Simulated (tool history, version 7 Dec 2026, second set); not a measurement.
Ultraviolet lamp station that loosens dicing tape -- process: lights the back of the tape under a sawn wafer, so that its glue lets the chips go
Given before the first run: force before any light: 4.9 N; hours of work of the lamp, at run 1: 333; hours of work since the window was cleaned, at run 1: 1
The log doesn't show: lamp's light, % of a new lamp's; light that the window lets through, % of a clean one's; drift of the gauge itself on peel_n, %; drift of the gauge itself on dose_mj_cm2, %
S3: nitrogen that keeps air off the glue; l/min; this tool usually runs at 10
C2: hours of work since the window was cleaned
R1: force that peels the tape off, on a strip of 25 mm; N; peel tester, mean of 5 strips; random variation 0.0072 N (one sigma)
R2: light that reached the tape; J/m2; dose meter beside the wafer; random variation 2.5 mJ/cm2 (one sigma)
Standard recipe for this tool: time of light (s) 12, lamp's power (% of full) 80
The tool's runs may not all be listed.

Run 1, hour 0: usual settings; hours of work of the lamp 333; C2 1. Result: R1 0.246 N, R2 3040 J/m2.
Run 2, hour 52.8: usual settings; hours of work of the lamp 355; C2 23. Result: R1 0.27 N, R2 2990 J/m2.
Run 3, hour 142.8: usual settings; hours of work of the lamp 392; C2 60. Result: R1 0.261 N, R2 3010 J/m2.
Run 4, hour 233.5: usual settings; hours of work of the lamp 430; C2 97. Result: R1 0.273 N, R2 2970 J/m2.
Run 5, hour 288.3: usual settings; hours of work of the lamp 452; C2 120. Result: R1 0.26 N, R2 3000 J/m2.
Run 6, hour 367.7: usual settings; hours of work of the lamp 485; C2 153. Result: R1 0.266 N, R2 3000 J/m2.
Run 7, hour 414.8: usual settings but S3 3 l/min; hours of work of the lamp 504; C2 172. Result: R1 0.664 N, R2 3000 J/m2.
Run 8, hour 482.6: usual settings but S3 3 l/min; hours of work of the lamp 532; C2 200. Result: R1 0.648 N, R2 2990 J/m2.
At hour 540.7: window cleaned of glue's vapour.
Run 9, hour 544.9: usual settings but S3 7 l/min; hours of work of the lamp 558; C2 2. Result: R1 0.35 N, R2 2980 J/m2.
Run 10, hour 621: usual settings but S3 13 l/min; hours of work of the lamp 589; C2 33. Result: R1 0.234 N, R2 2970 J/m2.
Run 11, hour 695.4: usual settings but S3 13 l/min; hours of work of the lamp 620; C2 64. Result: R1 0.22 N, R2 3000 J/m2.
Run 12, hour 763.4: usual settings but S3 8 l/min; hours of work of the lamp 648; C2 92. Result: R1 0.293 N, R2 3000 J/m2.
Run 13, hour 813.8: usual settings but S3 7 l/min; hours of work of the lamp 669; C2 113. Result: R1 0.341 N, R2 3010 J/m2.
Run 14, hour 868.6: usual settings but S3 7 l/min; hours of work of the lamp 691; C2 135. Result: R1 0.35 N, R2 3030 J/m2.
Run 15, hour 953.6: usual settings but S3 7 l/min; hours of work of the lamp 726; C2 170. Result: R1 0.349 N, R2 2970 J/m2.
Run 16, hour 1044.4: usual settings but time of light (s) 18, lamp's power (% of full) 100, S3 6 l/min; hours of work of the lamp 764; C2 208. Result: R1 0.133 N, R2 5600 J/m2.
At hour 1083.9: window cleaned of glue's vapour.
Run 17, hour 1124.6: usual settings but time of light (s) 21, S3 5 l/min; hours of work of the lamp 797; C2 17. Result: R1 0.165 N, R2 5290 J/m2.
Run 18, hour 1221.4: usual settings but time of light (s) 21, S3 5 l/min; hours of work of the lamp 837; C2 57. Result: R1 0.162 N, R2 5210 J/m2.
Run 19, hour 1304: usual settings but time of light (s) 21, S3 5 l/min; hours of work of the lamp 871; C2 91. Result: R1 0.156 N, R2 5210 J/m2.
Run 20, hour 1364.8: usual settings but time of light (s) 7, lamp's power (% of full) 90; hours of work of the lamp 896; C2 116. Result: R1 0.602 N, R2 1970 J/m2.
Run 21, hour 1463: usual settings but time of light (s) 7, lamp's power (% of full) 90; hours of work of the lamp 936; C2 156. Result: R1 0.6 N, R2 1950 J/m2.
Run 22, hour 1504.2: usual settings but time of light (s) 9, S3 19 l/min; hours of work of the lamp 953; C2 173. Result: R1 0.307 N, R2 2200 J/m2.
At hour 1597: lamp changed.
Run 23, hour 1602.2: usual settings but time of light (s) 7, lamp's power (% of full) 74, S3 4 l/min; hours of work of the lamp 2; C2 213. Result: R1 1.4 N, R2 1650 J/m2.
At hour 1625.8: window cleaned of glue's vapour.
Run 24, hour 1666.4: usual settings but time of light (s) 16, lamp's power (% of full) 85, S3 4 l/min; hours of work of the lamp 28; C2 17. Result: R1 0.275 N, R2 4270 J/m2.
Run 25, hour 1718.7: usual settings but lamp's power (% of full) 99; hours of work of the lamp 50; C2 38. Result: R1 0.18 N, R2 3710 J/m2.
Run 26, hour 1773.4: usual settings but time of light (s) 11, lamp's power (% of full) 85, S3 4 l/min; hours of work of the lamp 73; C2 61. Result: R1 0.538 N, R2 2920 J/m2.
Run 27, hour 1870.8: usual settings but time of light (s) 8, lamp's power (% of full) 90, S3 3 l/min; hours of work of the lamp 113; C2 101. Result: R1 1.028 N, R2 2250 J/m2.
Run 28, hour 1924.5: usual settings but time of light (s) 8, lamp's power (% of full) 90, S3 3 l/min; hours of work of the lamp 135; C2 123. Result: R1 1.001 N, R2 2290 J/m2.
Run 29, hour 1988.2: usual settings but time of light (s) 8, lamp's power (% of full) 90, S3 3 l/min; hours of work of the lamp 161; C2 149. Result: R1 1.039 N, R2 2200 J/m2.
Run 30, hour 2055.8: usual settings but time of light (s) 8, lamp's power (% of full) 90, S3 3 l/min; hours of work of the lamp 189; C2 177. Result: R1 1.027 N, R2 2270 J/m2.

Alternative continuations, all from the tool just after run 30; predict every row:
Run A, hour 2122.8: usual settings but time of light (s) 16, lamp's power (% of full) 74, S3 8 l/min; hours of work of the lamp 217; C2 205. Result: R1 ?, R2 ?.
Run B, hour 2122.8: usual settings but lamp's power (% of full) 93, S3 20 l/min; hours of work of the lamp 217; C2 205. Result: R1 ?, R2 ?.
Run C, hour 2122.8: usual settings but time of light (s) 6, S3 7 l/min; hours of work of the lamp 217; C2 205. Result: R1 ?, R2 ?.

run     R1    R2
  A  0.201  3700
  B  0.153  3540
  C  1.106  1510
Had the tool no hidden state, the same runs would have come out as:
run     R1    R2
  A    0.2  3710
  B  0.153  3540
  C  1.102  1520
